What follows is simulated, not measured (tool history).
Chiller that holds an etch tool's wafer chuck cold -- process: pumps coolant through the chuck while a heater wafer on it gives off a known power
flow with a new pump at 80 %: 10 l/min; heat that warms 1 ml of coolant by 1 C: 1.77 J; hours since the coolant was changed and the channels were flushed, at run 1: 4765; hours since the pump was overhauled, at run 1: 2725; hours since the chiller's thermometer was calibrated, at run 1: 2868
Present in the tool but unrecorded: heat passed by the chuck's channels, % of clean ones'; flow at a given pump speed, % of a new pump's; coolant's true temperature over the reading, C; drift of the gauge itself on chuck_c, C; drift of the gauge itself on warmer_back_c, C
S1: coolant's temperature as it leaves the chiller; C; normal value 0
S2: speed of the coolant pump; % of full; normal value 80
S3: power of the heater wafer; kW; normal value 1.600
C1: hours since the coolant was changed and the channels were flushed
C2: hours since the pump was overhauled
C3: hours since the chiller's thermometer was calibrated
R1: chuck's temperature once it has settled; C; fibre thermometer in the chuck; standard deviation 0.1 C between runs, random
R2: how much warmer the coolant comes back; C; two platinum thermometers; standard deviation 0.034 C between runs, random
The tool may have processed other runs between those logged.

| run | hour | S1 | S2 | S3 | C1 | C2 | C3 | R1 | R2 |
|---|---|---|---|---|---|---|---|---|---|
| 1 | 0.0 | 0 | 80 | 1.600 | 4765 | 2725 | 2868 | 15.7 | 5.49 |
| 2 | 128.9 | 0 | 80 | 1.600 | 4894 | 2854 | 2997 | 15.7 | 5.56 |
| 3 | 237.9 | 0 | 80 | 1.960 | 5003 | 2963 | 3106 | 19.3 | 6.76 |
| 4 | 362.1 | 0 | 80 | 1.960 | 5127 | 3087 | 3230 | 19.4 | 6.82 |
| 5 | 425.9 | 0 | 80 | 1.600 | 5191 | 3151 | 3294 | 16.0 | 5.56 |
| 6 | 517.5 | 0 | 80 | 1.600 | 5283 | 3242 | 3385 | 16.0 | 5.54 |
| 7 | 598.5 | 0 | 80 | 1.600 | 5364 | 3323 | 3466 | 16.1 | 5.56 |
| 8 | 687.2 | 0 | 80 | 1.600 | 5452 | 3412 | 3555 | 16.0 | 5.60 |
| 9 | 782.7 | 0 | 80 | 1.600 | 5548 | 3507 | 3651 | 16.4 | 5.57 |
| 10 | 868.4 | 0 | 80 | 1.600 | 5634 | 3593 | 3736 | 16.3 | 5.56 |
| 11 | 975.8 | -3 | 80 | 1.600 | 5741 | 3701 | 3844 | 13.2 | 5.59 |
|  | 991.5 | chiller's thermometer calibrated |
| 12 | 1093.0 | 0 | 82 | 1.600 | 5857 | 3817 | 101 | 15.8 | 5.49 |
| 13 | 1228.0 | -5 | 80 | 1.600 | 5992 | 3952 | 236 | 11.0 | 5.67 |
| 14 | 1287.3 | 4 | 75 | 1.272 | 6052 | 4011 | 296 | 17.5 | 4.80 |
| 15 | 1350.8 | 4 | 71 | 1.272 | 6115 | 4075 | 359 | 18.5 | 5.17 |
| 16 | 1469.6 | 4 | 71 | 1.272 | 6234 | 4193 | 478 | 18.3 | 5.07 |
| 17 | 1526.7 | -6 | 83 | 1.235 | 6291 | 4250 | 535 | 6.4 | 4.15 |
| 18 | 1598.5 | -9 | 80 | 1.600 | 6363 | 4322 | 607 | 7.4 | 5.56 |
| 19 | 1691.6 | 3 | 100 | 1.045 | 6456 | 4415 | 700 | 12.1 | 2.93 |
| 20 | 1760.6 | 3 | 63 | 1.045 | 6525 | 4484 | 769 | 16.1 | 4.77 |
| 21 | 1853.4 | 0 | 82 | 1.542 | 6618 | 4577 | 862 | 15.8 | 5.28 |
| 22 | 1910.6 | 0 | 82 | 1.542 | 6675 | 4634 | 919 | 15.9 | 5.32 |
|  | 1955.2 | coolant changed, channels flushed |
| 23 | 2003.0 | 0 | 82 | 1.542 | 48 | 4721 | 1005 | 13.4 | 5.24 |
| 24 | 2138.8 | -7 | 64 | 1.516 | 184 | 4857 | 1141 | 8.9 | 6.93 |
| 25 | 2252.5 | -7 | 64 | 1.516 | 297 | 4970 | 1255 | 9.1 | 6.87 |
| 26 | 2341.9 | -7 | 64 | 1.516 | 387 | 5060 | 1344 | 9.1 | 6.88 |

Consider 4 possible next runs. They are alternatives, not a sequence: every one starts from the tool as it was left by run 26. What does each give?
| A | 2426.9 | 4 | 77 | 0.988 | 472 | 5145 | 1429 | ? | ? |
| B | 2426.9 | -7 | 69 | 1.516 | 472 | 5145 | 1429 | ? | ? |
| C | 2426.9 | -6 | 82 | 1.600 | 472 | 5145 | 1429 | ? | ? |
| D | 2426.9 | -7 | 96 | 1.317 | 472 | 5145 | 1429 | ? | ? |

| run | R1 | R2 |
|---|---|---|
| A | 13.1 | 3.72 |
| B | 8.2 | 6.33 |
| C | 7.9 | 5.56 |
| D | 3.3 | 3.81 |
What these runs would have given with no unlogged condition in the tool:
| run | R1 | R2 |
|---|---|---|
| A | 12.6 | 3.55 |
| B | 7.4 | 6.03 |
| C | 7.2 | 5.30 |
| D | 2.8 | 3.63 |
